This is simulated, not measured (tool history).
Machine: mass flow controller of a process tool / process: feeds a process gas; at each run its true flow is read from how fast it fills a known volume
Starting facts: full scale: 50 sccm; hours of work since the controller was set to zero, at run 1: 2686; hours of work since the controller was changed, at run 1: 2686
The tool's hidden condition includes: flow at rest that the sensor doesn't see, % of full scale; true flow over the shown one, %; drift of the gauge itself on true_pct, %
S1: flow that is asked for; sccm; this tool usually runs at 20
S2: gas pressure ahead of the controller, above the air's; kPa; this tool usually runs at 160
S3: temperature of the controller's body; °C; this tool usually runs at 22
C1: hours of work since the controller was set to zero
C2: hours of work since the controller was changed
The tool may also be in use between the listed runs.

run 1 hour=0.0 | S1=20 S2=160 S3=22 | C1=2686 C2=2686 | true_flow_(%)=98.94
run 2 hour=127.9 | S1=20 S2=160 S3=22 | C1=2747 C2=2747 | true_flow_(%)=98.93
run 3 hour=301.1 | S1=20 S2=177 S3=22 | C1=2829 C2=2829 | true_flow_(%)=98.88
run 4 hour=434.1 | S1=20 S2=220 S3=22 | C1=2892 C2=2892 | true_flow_(%)=98.39
run 5 hour=564.6 | S1=20 S2=220 S3=22 | C1=2953 C2=2953 | true_flow_(%)=98.55
run 6 hour=736.7 | S1=20 S2=160 S3=22 | C1=3035 C2=3035 | true_flow_(%)=99.18
run 7 hour=955.8 | S1=20 S2=160 S3=22 | C1=3139 C2=3139 | true_flow_(%)=99.27
run 8 hour=1127.1 | S1=20 S2=160 S3=22 | C1=3220 C2=3220 | true_flow_(%)=99.43
run 9 hour=1366.7 | S1=13 S2=160 S3=22 | C1=3333 C2=3333 | true_flow_(%)=98.96
run 10 hour=1602.2 | S1=20 S2=160 S3=22 | C1=3445 C2=3445 | true_flow_(%)=99.51
run 11 hour=1785.1 | S1=20 S2=160 S3=22 | C1=3532 C2=3532 | true_flow_(%)=99.43
run 12 hour=2005.0 | S1=20 S2=182 S3=22 | C1=3636 C2=3636 | true_flow_(%)=99.45
run 13 hour=2105.0 | S1=20 S2=182 S3=22 | C1=3683 C2=3683 | true_flow_(%)=99.42
run 14 hour=2333.4 | S1=20 S2=182 S3=22 | C1=3791 C2=3791 | true_flow_(%)=99.51
run 15 hour=2431.2 | S1=20 S2=182 S3=22 | C1=3838 C2=3838 | true_flow_(%)=99.63
run 16 hour=2612.1 | S1=20 S2=182 S3=21 | C1=3924 C2=3924 | true_flow_(%)=99.51
run 17 hour=2739.1 | S1=20 S2=182 S3=21 | C1=3984 C2=3984 | true_flow_(%)=99.72
run 18 hour=2860.7 | S1=27 S2=182 S3=21 | C1=4041 C2=4041 | true_flow_(%)=100.08
run 19 hour=3039.5 | S1=27 S2=182 S3=21 | C1=4126 C2=4126 | true_flow_(%)=100.11
run 20 hour=3278.0 | S1=33 S2=160 S3=22 | C1=4239 C2=4239 | true_flow_(%)=100.55
run 21 hour=3474.6 | S1=20 S2=196 S3=22 | C1=4332 C2=4332 | true_flow_(%)=99.75
run 22 hour=3630.9 | S1=20 S2=275 S3=22 | C1=4406 C2=4406 | true_flow_(%)=99.27
run 23 hour=3788.0 | S1=8 S2=167 S3=23 | C1=4481 C2=4481 | true_flow_(%)=99.36
run 24 hour=4025.6 | S1=18 S2=167 S3=23 | C1=4593 C2=4593 | true_flow_(%)=100.07
run 25 hour=4225.3 | S1=14 S2=165 S3=21 | C1=4688 C2=4688 | true_flow_(%)=99.94
run 26 hour=4436.4 | S1=7 S2=165 S3=36 | C1=4788 C2=4788 | true_flow_(%)=99.13
run 27 hour=4665.7 | S1=7 S2=222 S3=36 | C1=4896 C2=4896 | true_flow_(%)=98.70
run 28 hour=4862.9 | S1=48 S2=228 S3=36 | C1=4990 C2=4990 | true_flow_(%)=100.94
run 29 hour=5103.3 | S1=48 S2=228 S3=36 | C1=5104 C2=5104 | true_flow_(%)=101.03
-- hour=5286.2 gauge calibrated
run 30 hour=5332.2 | S1=48 S2=228 S3=36 | C1=5212 C2=5212 | true_flow_(%)=99.39
run 31 hour=5474.6 | S1=20 S2=239 S3=22 | C1=5280 C2=5280 | true_flow_(%)=98.42
run 32 hour=5667.7 | S1=20 S2=239 S3=22 | C1=5371 C2=5371 | true_flow_(%)=98.38
run 33 hour=5816.9 | S1=20 S2=239 S3=22 | C1=5442 C2=5442 | true_flow_(%)=98.38
run 34 hour=5964.3 | S1=20 S2=239 S3=22 | C1=5512 C2=5512 | true_flow_(%)=98.46
run 35 hour=6153.7 | S1=12 S2=168 S3=22 | C1=5601 C2=5601 | true_flow_(%)=98.52
run 36 hour=6291.0 | S1=12 S2=168 S3=22 | C1=5666 C2=5666 | true_flow_(%)=98.59
run 37 hour=6412.1 | S1=12 S2=168 S3=22 | C1=5724 C2=5724 | true_flow_(%)=98.81
-- hour=6643.8 controller's zero set anew
run 38 hour=6643.8 | S1=12 S2=168 S3=22 | C1=0 C2=5833 | true_flow_(%)=98.80
run 39 hour=6861.1 | S1=10 S2=172 S3=22 | C1=103 C2=5936 | true_flow_(%)=98.90

Run 40 is up next; what results do you expect?
run 40 hour=7088.8 | S1=20 S2=160 S3=37 | C1=211 C2=6044 | true_flow_(%)=?

{"run 40": {"true flow (%)": 98.96}}
With no hidden state in the tool, this same run would have given true flow (%) 98.34.
